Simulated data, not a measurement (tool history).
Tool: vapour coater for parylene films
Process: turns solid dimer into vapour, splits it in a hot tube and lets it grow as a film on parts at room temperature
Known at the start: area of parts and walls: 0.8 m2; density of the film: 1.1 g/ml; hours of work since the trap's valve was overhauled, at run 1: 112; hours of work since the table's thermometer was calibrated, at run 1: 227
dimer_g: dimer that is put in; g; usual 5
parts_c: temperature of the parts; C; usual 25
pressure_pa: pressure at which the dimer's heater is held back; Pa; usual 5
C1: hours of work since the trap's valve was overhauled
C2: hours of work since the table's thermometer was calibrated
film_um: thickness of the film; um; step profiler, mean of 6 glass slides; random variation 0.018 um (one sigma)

run 1 hour=0 | dimer_g=5 parts_c=25 pressure_pa=5 | C1=112 C2=227 | film_um=4.13
run 2 hour=29.2 | dimer_g=5 parts_c=25 pressure_pa=5 | C1=126 C2=241 | film_um=4.11
run 3 hour=52.7 | dimer_g=5 parts_c=25 pressure_pa=5 | C1=138 C2=253 | film_um=4.13
run 4 hour=80 | dimer_g=5 parts_c=25 pressure_pa=5 | C1=152 C2=267 | film_um=4.14
run 5 hour=112.6 | dimer_g=5 parts_c=25 pressure_pa=5 | C1=168 C2=283 | film_um=4.07
run 6 hour=130 | dimer_g=5 parts_c=25 pressure_pa=5 | C1=177 C2=292 | film_um=4.1
run 7 hour=149.1 | dimer_g=5 parts_c=28 pressure_pa=5 | C1=186 C2=301 | film_um=3.62
run 8 hour=182.8 | dimer_g=5 parts_c=22 pressure_pa=5 | C1=203 C2=318 | film_um=4.68
run 9 hour=205.3 | dimer_g=5 parts_c=25 pressure_pa=5 | C1=215 C2=330 | film_um=4.14
run 10 hour=231.3 | dimer_g=5 parts_c=25 pressure_pa=5 | C1=228 C2=343 | film_um=4.1
run 11 hour=266.6 | dimer_g=5 parts_c=25 pressure_pa=5 | C1=245 C2=360 | film_um=4.09
run 12 hour=295.6 | dimer_g=5 parts_c=25 pressure_pa=5 | C1=260 C2=375 | film_um=4.1
run 13 hour=330.9 | dimer_g=5 parts_c=25 pressure_pa=5 | C1=277 C2=392 | film_um=4.08
run 14 hour=353.4 | dimer_g=5 parts_c=25 pressure_pa=5 | C1=289 C2=404 | film_um=4.13
run 15 hour=388.5 | dimer_g=9 parts_c=25 pressure_pa=5 | C1=306 C2=421 | film_um=7.36
run 16 hour=410.4 | dimer_g=9 parts_c=25 pressure_pa=5 | C1=317 C2=432 | film_um=7.44
run 17 hour=434.3 | dimer_g=9 parts_c=25 pressure_pa=5 | C1=329 C2=444 | film_um=7.39
run 18 hour=456.7 | dimer_g=9 parts_c=25 pressure_pa=5 | C1=340 C2=455 | film_um=7.43
run 19 hour=482 | dimer_g=5 parts_c=25 pressure_pa=5 | C1=353 C2=468 | film_um=4.13
run 20 hour=513.4 | dimer_g=5 parts_c=25 pressure_pa=5 | C1=369 C2=484 | film_um=4.08
run 21 hour=536.4 | dimer_g=3 parts_c=25 pressure_pa=5 | C1=380 C2=495 | film_um=2.45
run 22 hour=570.3 | dimer_g=3 parts_c=25 pressure_pa=5 | C1=397 C2=512 | film_um=2.44
run 23 hour=591.3 | dimer_g=3 parts_c=25 pressure_pa=5 | C1=408 C2=523 | film_um=2.44
run 24 hour=626.8 | dimer_g=3 parts_c=31 pressure_pa=6.45 | C1=425 C2=540 | film_um=1.8
run 25 hour=656.3 | dimer_g=5 parts_c=28 pressure_pa=3.06 | C1=440 C2=555 | film_um=4.04
run 26 hour=673.8 | dimer_g=5 parts_c=19 pressure_pa=3.06 | C1=449 C2=564 | film_um=5.53
-- hour=699.7 trap's valve overhauled
run 27 hour=699.7 | dimer_g=5 parts_c=19 pressure_pa=3.06 | C1=0 C2=575 | film_um=5.62
run 28 hour=723.3 | dimer_g=5 parts_c=19 pressure_pa=3.88 | C1=12 C2=587 | film_um=5.59
run 29 hour=760.6 | dimer_g=4 parts_c=26 pressure_pa=2.39 | C1=30 C2=605 | film_um=3.73
run 30 hour=778.6 | dimer_g=5 parts_c=34 pressure_pa=5 | C1=39 C2=614 | film_um=2.8
run 31 hour=802.4 | dimer_g=5 parts_c=34 pressure_pa=5 | C1=51 C2=626 | film_um=2.8
run 32 hour=822.8 | dimer_g=5 parts_c=34 pressure_pa=5 | C1=62 C2=636 | film_um=2.78
run 33 hour=845.5 | dimer_g=2 parts_c=19 pressure_pa=7.11 | C1=73 C2=648 | film_um=1.96
run 34 hour=879.4 | dimer_g=2 parts_c=19 pressure_pa=7.11 | C1=90 C2=665 | film_um=1.98
run 35 hour=916.4 | dimer_g=3 parts_c=26 pressure_pa=5 | C1=108 C2=683 | film_um=2.35
run 36 hour=932.8 | dimer_g=5 parts_c=18 pressure_pa=5 | C1=117 C2=691 | film_um=5.54
run 37 hour=954.5 | dimer_g=5 parts_c=18 pressure_pa=5 | C1=127 C2=702 | film_um=5.57
run 38 hour=990 | dimer_g=8 parts_c=25 pressure_pa=4.55 | C1=145 C2=720 | film_um=6.71
run 39 hour=1027.9 | dimer_g=8 parts_c=25 pressure_pa=4.55 | C1=164 C2=739 | film_um=6.69
run 40 hour=1063.2 | dimer_g=4 parts_c=18 pressure_pa=8.58 | C1=182 C2=757 | film_um=3.93
run 41 hour=1083.6 | dimer_g=3 parts_c=31 pressure_pa=6.07 | C1=192 C2=767 | film_um=1.8
run 42 hour=1105.7 | dimer_g=8 parts_c=31 pressure_pa=11.4 | C1=203 C2=778 | film_um=4.21
run 43 hour=1124.7 | dimer_g=6 parts_c=33 pressure_pa=4.83 | C1=213 C2=787 | film_um=3.54
run 44 hour=1148.4 | dimer_g=3 parts_c=37 pressure_pa=4.83 | C1=224 C2=799 | film_um=1.48
run 45 hour=1180.5 | dimer_g=6 parts_c=25 pressure_pa=11.85 | C1=240 C2=815 | film_um=4.04
run 46 hour=1216.9 | dimer_g=4 parts_c=25 pressure_pa=2.97 | C1=259 C2=833 | film_um=3.73

Forecast each of these 3 alternatives for the next run:
run A hour=1237.7 | dimer_g=8 parts_c=23 pressure_pa=6.42 | C1=269 C2=844 | film_um=?
run B hour=1237.7 | dimer_g=5 parts_c=35 pressure_pa=5 | C1=269 C2=844 | film_um=?
run C hour=1237.7 | dimer_g=8 parts_c=34 pressure_pa=6.87 | C1=269 C2=844 | film_um=?

run=A film_um=6.8
run=B film_um=2.67
run=C film_um=4.16
Without the tool's hidden state the same runs would have given:
run=A film_um=6.8
run=B film_um=2.67
run=C film_um=4.16

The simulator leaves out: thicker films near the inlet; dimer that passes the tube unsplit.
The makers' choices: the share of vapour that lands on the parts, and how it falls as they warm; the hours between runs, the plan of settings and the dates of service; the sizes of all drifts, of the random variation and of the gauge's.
